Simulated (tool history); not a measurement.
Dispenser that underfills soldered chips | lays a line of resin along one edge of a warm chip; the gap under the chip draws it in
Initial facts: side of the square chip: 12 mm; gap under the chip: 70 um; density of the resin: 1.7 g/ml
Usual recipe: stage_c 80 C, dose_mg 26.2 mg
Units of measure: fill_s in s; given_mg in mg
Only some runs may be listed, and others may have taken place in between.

run 1 day=0.000 | stage_c=80 dose_mg=26.2 | fill_s=30.4 given_mg=26.28
run 2 day=0.292 | stage_c=80 dose_mg=26.2 | fill_s=42.4 given_mg=26.04
-- day=0.421 new syringe of resin
run 3 day=0.504 | stage_c=80 dose_mg=26.2 | fill_s=32.5 given_mg=26.02
-- day=0.850 new syringe of resin
run 4 day=0.879 | stage_c=80 dose_mg=26.2 | fill_s=30.3 given_mg=26.00
run 5 day=1.188 | stage_c=80 dose_mg=23.7 | fill_s=41.5 given_mg=23.57
-- day=1.279 new syringe of resin
run 6 day=1.404 | stage_c=87 dose_mg=26.2 | fill_s=25.9 given_mg=25.80
run 7 day=1.671 | stage_c=87 dose_mg=26.2 | fill_s=34.2 given_mg=25.97
-- day=1.717 new syringe of resin
run 8 day=1.892 | stage_c=87 dose_mg=26.2 | fill_s=27.8 given_mg=25.88
-- day=2.142 new syringe of resin
run 9 day=2.142 | stage_c=80 dose_mg=26.2 | fill_s=29.7 given_mg=25.87
run 10 day=2.421 | stage_c=80 dose_mg=26.2 | fill_s=41.1 given_mg=25.80
-- day=2.600 new syringe of resin
run 11 day=2.729 | stage_c=80 dose_mg=26.2 | fill_s=34.8 given_mg=25.63
-- day=3.042 new syringe of resin
run 12 day=3.100 | stage_c=71 dose_mg=26.2 | fill_s=47.0 given_mg=25.62
run 13 day=3.333 | stage_c=80 dose_mg=29.6 | fill_s=40.8 given_mg=28.80
-- day=3.496 new syringe of resin
run 14 day=3.638 | stage_c=81 dose_mg=31.4 | fill_s=34.1 given_mg=30.67
-- day=3.933 new syringe of resin
run 15 day=4.025 | stage_c=76 dose_mg=31.0 | fill_s=38.5 given_mg=30.16
-- day=4.379 new syringe of resin
run 16 day=4.412 | stage_c=93 dose_mg=23.2 | fill_s=19.1 given_mg=22.60
run 17 day=4.788 | stage_c=72 dose_mg=34.1 | fill_s=65.8 given_mg=32.98
-- day=4.821 new syringe of resin
run 18 day=5.133 | stage_c=72 dose_mg=26.2 | fill_s=58.5 given_mg=25.41
-- day=5.262 dispensing valve cleaned and set on the balance
-- day=5.292 new syringe of resin
run 19 day=5.438 | stage_c=72 dose_mg=26.2 | fill_s=49.2 given_mg=26.18
-- day=5.733 new syringe of resin
run 20 day=5.746 | stage_c=72 dose_mg=26.2 | fill_s=43.9 given_mg=25.98
run 21 day=5.958 | stage_c=73 dose_mg=31.2 | fill_s=52.0 given_mg=31.08
-- day=6.183 new syringe of resin
run 22 day=6.212 | stage_c=69 dose_mg=31.2 | fill_s=48.3 given_mg=30.92
run 23 day=6.458 | stage_c=66 dose_mg=33.2 | fill_s=73.0 given_mg=32.59
-- day=6.629 new syringe of resin
run 24 day=6.667 | stage_c=66 dose_mg=33.2 | fill_s=57.4 given_mg=32.74
run 25 day=6.971 | stage_c=79 dose_mg=26.5 | fill_s=47.0 given_mg=26.22

Alternative continuations, all from the tool just after run 25; predict every row:
-- day=7.083 new syringe of resin
run A day=7.379 | stage_c=80 dose_mg=29.1 | fill_s=? given_mg=?
-- day=7.083 new syringe of resin
run B day=7.379 | stage_c=85 dose_mg=24.8 | fill_s=? given_mg=?
-- day=7.083 new syringe of resin
run C day=7.379 | stage_c=89 dose_mg=24.1 | fill_s=? given_mg=?

run=A fill_s=42.4 given_mg=28.79
run=B fill_s=35.3 given_mg=24.39
run=C fill_s=30.2 given_mg=23.72
Without the tool's unlogged condition, the same runs would have read:
run=A fill_s=27.4 given_mg=29.22
run=B fill_s=22.8 given_mg=24.76
run=C fill_s=19.4 given_mg=24.08
